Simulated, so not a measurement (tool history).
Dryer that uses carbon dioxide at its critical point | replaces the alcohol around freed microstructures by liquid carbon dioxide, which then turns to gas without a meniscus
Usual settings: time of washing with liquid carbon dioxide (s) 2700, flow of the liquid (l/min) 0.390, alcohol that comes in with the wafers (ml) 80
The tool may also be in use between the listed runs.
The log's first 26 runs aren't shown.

run,day,time of washing with liquid carbon dioxide (s),flow of the liquid (l/min),alcohol that comes in with the wafers (ml),hours of work since the filter was changed,hours of work since the purifier's bed was changed,alcohol left in the vessel before it's heated (ppm by volume)
27,29.179,1740,0.366,80,227,463,738
28,30.267,1860,0.574,26,239,475,64
29,31.812,1860,0.574,26,255,491,62
30,32.771,1740,0.463,93,265,501,349
31,33.421,1740,0.463,93,272,508,362
32,34.083,1740,0.463,93,279,515,355
33,34.850,2580,0.368,41,287,523,98
34,35.875,2580,0.472,119,298,534,81
35,36.700,2580,0.472,119,306,543,80
36,38.050,2580,0.472,119,321,557,79
37,39.475,2580,0.472,119,336,572,88
38,40.875,3900,0.472,87,350,587,47
39,42.129,3900,0.389,87,364,600,54
40,43.608,2040,0.355,49,379,615,333
41,44.917,3900,0.640,107,393,629,60
42,46.325,2700,0.481,52,408,644,61
43,47.654,2220,0.465,85,422,658,133
44,49.262,2040,0.320,25,439,675,274
45,50.221,2040,0.320,25,449,685,279
46,51.012,2040,0.320,25,457,693,274

Forecast each of these 4 alternatives for the next run:
A,52.325,2700,0.390,30,471,707,?
B,52.325,4200,0.390,80,471,707,?
C,52.325,2100,0.320,42,471,707,?
D,52.325,3720,0.390,102,471,707,?

run,alcohol left in the vessel before it's heated (ppm by volume)
A,80
B,57
C,398
D,67
Without the tool's hidden state the same runs would have given:
run,alcohol left in the vessel before it's heated (ppm by volume)
A,22
B,7
C,258
D,16
